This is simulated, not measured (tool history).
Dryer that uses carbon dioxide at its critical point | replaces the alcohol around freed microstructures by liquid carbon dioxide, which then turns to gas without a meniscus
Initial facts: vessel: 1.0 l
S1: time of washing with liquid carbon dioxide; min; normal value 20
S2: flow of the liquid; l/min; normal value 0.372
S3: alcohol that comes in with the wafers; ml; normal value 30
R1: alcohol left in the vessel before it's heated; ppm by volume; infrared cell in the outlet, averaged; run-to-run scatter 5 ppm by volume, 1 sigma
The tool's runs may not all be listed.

run,hour,S1,S2,S3,R1
1,0,20,0.372,30,33
2,12.6,20,0.372,27,42
3,41.4,20,0.233,27,384
4,67.8,20,0.233,27,384
5,94.8,20,0.233,27,393
6,115.5,20,0.233,27,405
7,139.5,20,0.233,27,403
8,158.7,20,0.372,30,55
9,186.5,20,0.372,30,43
10,213.5,20,0.372,29,47
11,242,20,0.372,29,54
12,267.4,20,0.372,30,50
13,280.1,20,0.372,30,54
14,306.2,20,0.372,30,44
15,321.3,20,0.372,30,48
16,344.2,12,0.372,20,371
17,363.4,12,0.314,108,3538
18,387.1,23,0.396,108,48
19,407.9,12,0.358,112,2258
20,438.1,15,0.379,99,571
21,465.1,15,0.379,99,598
22,478.6,19,0.293,21,162
23,507.8,14,0.312,35,730
24,521.6,14,0.312,35,729
25,542.6,13,0.557,65,114
26,572.7,13,0.557,65,102
27,600.7,30,0.372,25,27
28,621,19,0.53,26,32
29,644.5,19,0.53,26,43

3 ways to go on from here, each from the tool as it stands after run 29. What would each give?
A,661.1,25,0.372,30,?
B,661.1,19,0.259,26,?
C,661.1,19,0.53,29,?

run,R1
A,34
B,384
C,40
Stripped of hidden state, with their random variation kept, the same runs would have yielded:
run,R1
A,2
B,222
C,11
